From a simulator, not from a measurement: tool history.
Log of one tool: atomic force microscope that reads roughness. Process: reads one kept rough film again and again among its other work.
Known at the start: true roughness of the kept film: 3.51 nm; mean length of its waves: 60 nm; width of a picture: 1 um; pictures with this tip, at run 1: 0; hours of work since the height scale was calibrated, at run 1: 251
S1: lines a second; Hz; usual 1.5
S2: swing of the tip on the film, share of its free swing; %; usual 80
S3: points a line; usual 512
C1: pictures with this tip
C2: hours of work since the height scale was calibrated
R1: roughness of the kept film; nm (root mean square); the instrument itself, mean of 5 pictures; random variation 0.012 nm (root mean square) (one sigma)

run 1 day=0 | S1=1.5 S2=80 S3=512 | C1=0 C2=251 | R1=2.93
run 2 day=0.192 | S1=1.5 S2=80 S3=512 | C1=8 C2=254 | R1=2.92
run 3 day=0.354 | S1=1.5 S2=80 S3=512 | C1=15 C2=257 | R1=2.897
run 4 day=0.579 | S1=1.5 S2=80 S3=1004 | C1=25 C2=260 | R1=2.887
run 5 day=0.958 | S1=1.5 S2=80 S3=1004 | C1=41 C2=267 | R1=2.884
run 6 day=1.221 | S1=1.5 S2=80 S3=1004 | C1=53 C2=271 | R1=2.865
run 7 day=1.404 | S1=1.5 S2=83 S3=1004 | C1=61 C2=274 | R1=2.805
run 8 day=1.775 | S1=1.5 S2=83 S3=1004 | C1=76 C2=280 | R1=2.81
run 9 day=2.021 | S1=1.5 S2=83 S3=1004 | C1=87 C2=284 | R1=2.78
-- day=2.104 new tip fitted
run 10 day=2.383 | S1=1.37 S2=80 S3=512 | C1=12 C2=290 | R1=2.943
run 11 day=2.742 | S1=1.37 S2=80 S3=512 | C1=27 C2=296 | R1=2.919
run 12 day=3.121 | S1=1.5 S2=80 S3=512 | C1=43 C2=302 | R1=2.88
run 13 day=3.517 | S1=1.35 S2=80 S3=512 | C1=60 C2=309 | R1=2.899
run 14 day=3.904 | S1=1.35 S2=80 S3=512 | C1=77 C2=315 | R1=2.875
-- day=4.208 new tip fitted
run 15 day=4.312 | S1=1.35 S2=80 S3=512 | C1=5 C2=322 | R1=2.968
run 16 day=4.658 | S1=1.35 S2=80 S3=512 | C1=19 C2=328 | R1=2.954
run 17 day=5.025 | S1=1.35 S2=80 S3=512 | C1=35 C2=334 | R1=2.91
run 18 day=5.283 | S1=1.35 S2=57 S3=512 | C1=46 C2=338 | R1=3.222
run 19 day=5.562 | S1=1.35 S2=57 S3=512 | C1=58 C2=343 | R1=3.203
run 20 day=5.967 | S1=1.35 S2=57 S3=512 | C1=76 C2=349 | R1=3.168
run 21 day=6.217 | S1=1.5 S2=59 S3=838 | C1=86 C2=354 | R1=3.154
-- day=6.304 new tip fitted
run 22 day=6.596 | S1=1.5 S2=59 S3=838 | C1=13 C2=360 | R1=3.221

Forecast run 23:
run 23 day=6.946 | S1=1.5 S2=80 S3=315 | C1=28 C2=365 | R1=?

Run 23 gave R1 2.882 nm (root mean square).
Without the tool's hidden state the same run would have given R1 2.924 nm (root mean square).

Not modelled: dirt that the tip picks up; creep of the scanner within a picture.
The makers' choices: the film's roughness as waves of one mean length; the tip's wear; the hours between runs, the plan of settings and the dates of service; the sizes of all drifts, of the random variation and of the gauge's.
